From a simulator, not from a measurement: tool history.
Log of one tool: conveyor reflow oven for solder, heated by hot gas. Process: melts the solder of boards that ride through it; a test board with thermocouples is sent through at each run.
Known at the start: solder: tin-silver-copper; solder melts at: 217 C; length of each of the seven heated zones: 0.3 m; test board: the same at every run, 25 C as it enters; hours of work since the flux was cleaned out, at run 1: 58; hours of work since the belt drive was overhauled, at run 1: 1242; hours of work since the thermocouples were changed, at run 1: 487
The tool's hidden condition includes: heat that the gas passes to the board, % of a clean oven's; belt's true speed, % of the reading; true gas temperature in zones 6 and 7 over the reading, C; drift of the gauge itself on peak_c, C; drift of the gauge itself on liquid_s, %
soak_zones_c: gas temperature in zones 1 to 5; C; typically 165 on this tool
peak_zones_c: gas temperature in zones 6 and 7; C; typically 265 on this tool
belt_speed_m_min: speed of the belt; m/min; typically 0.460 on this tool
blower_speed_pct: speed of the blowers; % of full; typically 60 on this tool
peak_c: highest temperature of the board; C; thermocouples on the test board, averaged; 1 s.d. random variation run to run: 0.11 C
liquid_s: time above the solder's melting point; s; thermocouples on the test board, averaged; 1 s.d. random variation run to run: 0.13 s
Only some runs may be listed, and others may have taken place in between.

run	day	soak_zones_c	peak_zones_c	belt_speed_m_min	blower_speed_pct	hours of work since the flux was cleaned out	hours of work since the belt drive was overhauled	hours of work since the thermocouples were changed	peak_c	liquid_s
1	0.000	165	265	0.460	60	58	1242	487	243.0	46.5
2	1.346	165	265	0.460	60	75	1259	504	242.9	46.5
3	3.850	165	265	0.460	60	106	1290	535	242.7	46.1
4	7.008	165	265	0.460	60	146	1330	575	242.2	45.7
# day 7.700: belt drive overhauled, speed set with a stopwatch
# day 8.308: flux residue cleaned out of gas plates and filters
5	10.517	165	265	0.460	60	28	33	614	240.3	42.2
6	11.808	165	265	0.460	60	44	49	630	240.0	41.8
7	13.821	165	265	0.460	60	69	74	656	239.6	41.4
8	15.862	165	265	0.460	60	95	100	681	239.5	41.0
9	18.192	165	265	0.460	60	124	129	710	239.2	40.8
10	19.567	165	265	0.460	60	141	146	728	239.1	40.6
# day 21.188: flux residue cleaned out of gas plates and filters
# day 21.967: flux residue cleaned out of gas plates and filters, once more
11	22.542	165	265	0.460	60	7	178	760	243.3	46.3
12	24.858	165	265	0.460	60	36	207	789	243.1	46.0
13	27.738	165	265	0.460	60	72	244	825	242.9	45.6
14	29.842	165	265	0.460	60	99	270	851	242.3	45.1
15	31.312	165	265	0.460	60	117	288	870	242.2	44.8
16	34.225	165	265	0.539	60	154	325	906	235.0	29.5
# day 34.896: flux residue cleaned out of gas plates and filters
17	37.233	165	265	0.539	60	29	360	941	236.5	31.6
18	40.025	170	278	0.460	60	64	395	977	254.8	58.0
19	42.746	170	278	0.460	60	98	429	1011	254.7	57.5
20	44.038	172	277	0.413	57	115	445	1027	257.3	68.1
21	45.362	169	276	0.460	60	131	462	1043	252.3	55.4
# day 45.700: thermocouples of zones 6 and 7 changed
# day 47.942: flux residue cleaned out of gas plates and filters
22	48.008	165	265	0.530	65	1	492	26	238.6	35.0
23	51.117	165	265	0.530	65	40	531	65	238.2	34.3
24	53.796	165	265	0.525	51	73	564	99	233.7	28.6
25	56.492	160	263	0.525	53	107	598	133	231.1	24.3
26	58.342	165	253	0.377	63	130	621	156	239.1	54.4
# day 60.725: flux residue cleaned out of gas plates and filters
27	61.021	170	272	0.495	89	4	652	187	253.6	53.9
28	62.792	170	272	0.495	89	26	674	209	253.4	53.5
29	64.912	170	272	0.495	89	53	701	236	253.0	53.5

Branching from run 29: 4 alternative next runs. What would each branch give?
A	67.942	170	267	0.495	51	91	739	274	?	?
B	67.942	159	265	0.460	60	91	739	274	?	?
C	67.942	165	265	0.460	84	91	739	274	?	?
D	67.942	175	272	0.495	76	91	739	274	?	?

run	peak_c	liquid_s
A	239.2	39.2
B	240.8	41.8
C	247.3	52.0
D	251.2	53.0
Without the tool's unlogged condition, the same runs would have read:
run	peak_c	liquid_s
A	239.9	39.8
B	241.6	42.4
C	248.2	52.5
D	252.1	53.3
